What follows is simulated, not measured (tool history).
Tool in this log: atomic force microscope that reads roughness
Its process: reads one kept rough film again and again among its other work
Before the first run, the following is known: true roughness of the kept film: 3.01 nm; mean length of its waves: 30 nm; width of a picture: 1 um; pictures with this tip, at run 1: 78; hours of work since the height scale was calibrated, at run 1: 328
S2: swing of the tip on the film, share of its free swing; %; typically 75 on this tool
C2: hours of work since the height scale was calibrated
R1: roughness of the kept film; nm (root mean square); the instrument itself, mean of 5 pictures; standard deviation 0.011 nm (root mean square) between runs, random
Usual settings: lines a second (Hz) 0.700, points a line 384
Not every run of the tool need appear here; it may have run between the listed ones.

{"run": 1, "day": 0.0, "lines a second (Hz)": 0.7, "S2": 75, "points a line": 384, "pictures with this tip": 78, "C2": 328, "R1": 2.374}
{"run": 2, "day": 1.521, "lines a second (Hz)": 0.7, "S2": 75, "points a line": 384, "pictures with this tip": 115, "C2": 343, "R1": 2.262}
{"run": 3, "day": 3.192, "lines a second (Hz)": 0.7, "S2": 75, "points a line": 384, "pictures with this tip": 156, "C2": 359, "R1": 2.177}
{"run": 4, "day": 4.621, "lines a second (Hz)": 0.7, "S2": 74, "points a line": 384, "pictures with this tip": 192, "C2": 373, "R1": 2.085}
{"run": 5, "day": 5.588, "lines a second (Hz)": 0.7, "S2": 74, "points a line": 384, "pictures with this tip": 216, "C2": 382, "R1": 2.043}
{"run": 6, "day": 6.783, "lines a second (Hz)": 0.7, "S2": 74, "points a line": 384, "pictures with this tip": 245, "C2": 394, "R1": 1.979}
{"day": 6.904, "done": "new tip fitted"}
{"day": 6.946, "done": "height scale calibrated on a step standard"}
{"run": 7, "day": 7.933, "lines a second (Hz)": 0.7, "S2": 85, "points a line": 384, "pictures with this tip": 24, "C2": 10, "R1": 2.409}
{"run": 8, "day": 9.362, "lines a second (Hz)": 0.7, "S2": 75, "points a line": 730, "pictures with this tip": 59, "C2": 23, "R1": 2.395}
{"run": 9, "day": 10.688, "lines a second (Hz)": 0.7, "S2": 75, "points a line": 730, "pictures with this tip": 92, "C2": 36, "R1": 2.334}
{"run": 10, "day": 11.554, "lines a second (Hz)": 0.566, "S2": 75, "points a line": 324, "pictures with this tip": 114, "C2": 44, "R1": 2.27}
{"run": 11, "day": 12.375, "lines a second (Hz)": 0.7, "S2": 75, "points a line": 647, "pictures with this tip": 134, "C2": 52, "R1": 2.225}
{"run": 12, "day": 13.454, "lines a second (Hz)": 2.703, "S2": 57, "points a line": 434, "pictures with this tip": 161, "C2": 63, "R1": 2.135}
{"run": 13, "day": 14.575, "lines a second (Hz)": 2.703, "S2": 57, "points a line": 434, "pictures with this tip": 188, "C2": 74, "R1": 2.068}
{"day": 15.721, "done": "height scale calibrated on a step standard, once more"}
{"run": 14, "day": 15.925, "lines a second (Hz)": 2.703, "S2": 57, "points a line": 434, "pictures with this tip": 221, "C2": 2, "R1": 2.003}
{"day": 16.975, "done": "new tip fitted"}
{"run": 15, "day": 17.275, "lines a second (Hz)": 0.697, "S2": 55, "points a line": 275, "pictures with this tip": 7, "C2": 15, "R1": 2.643}
{"run": 16, "day": 18.608, "lines a second (Hz)": 0.7, "S2": 75, "points a line": 1017, "pictures with this tip": 40, "C2": 28, "R1": 2.499}

What would each run have given without the hidden state, its run-to-run variation left as it was?
Hidden conditions of the tool in this case: radius of the tip, nm; height scale over the true one, %; drift of the gauge itself on roughness_nm, %.
run=1 R1=2.601
run=2 R1=2.592
run=3 R1=2.605
run=4 R1=2.596
run=5 R1=2.604
run=6 R1=2.587
run=7 R1=2.497
run=8 R1=2.593
run=9 R1=2.619
run=10 R1=2.610
run=11 R1=2.610
run=12 R1=2.570
run=13 R1=2.561
run=14 R1=2.548
run=15 R1=2.671
run=16 R1=2.630
